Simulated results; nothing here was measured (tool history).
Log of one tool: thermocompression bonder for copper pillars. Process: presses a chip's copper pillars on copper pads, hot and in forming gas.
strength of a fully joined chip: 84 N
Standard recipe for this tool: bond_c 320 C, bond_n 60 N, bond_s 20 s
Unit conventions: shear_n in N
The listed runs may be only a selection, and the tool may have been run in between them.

| run | hour | bond_c | bond_n | bond_s | shear_n |
|---|---|---|---|---|---|
| 1 | 0 | 320 | 60 | 20 | 33.2 |
| 2 | 10.8 | 320 | 60 | 20 | 32.7 |
| 3 | 19.6 | 320 | 60 | 20 | 32.5 |
| 4 | 26.6 | 320 | 39 | 20 | 20.2 |
| 5 | 35.5 | 320 | 54 | 20 | 29.3 |
| 6 | 46.1 | 320 | 54 | 20 | 29.1 |
| 7 | 56.4 | 320 | 54 | 20 | 29.4 |
| 8 | 67 | 320 | 54 | 23 | 30.6 |
|  | 68.9 | force cell calibrated |
| 9 | 73.2 | 320 | 49 | 21 | 26.4 |
| 10 | 80.6 | 320 | 60 | 17 | 30.6 |

Run 11 comes next. What will it give?
| 11 | 89.3 | 320 | 66 | 58 | ? |

shear_n: 51.1 N
Were there no unlogged condition in the tool, this run, its random variation unchanged, would have produced shear_n 52.5 N.

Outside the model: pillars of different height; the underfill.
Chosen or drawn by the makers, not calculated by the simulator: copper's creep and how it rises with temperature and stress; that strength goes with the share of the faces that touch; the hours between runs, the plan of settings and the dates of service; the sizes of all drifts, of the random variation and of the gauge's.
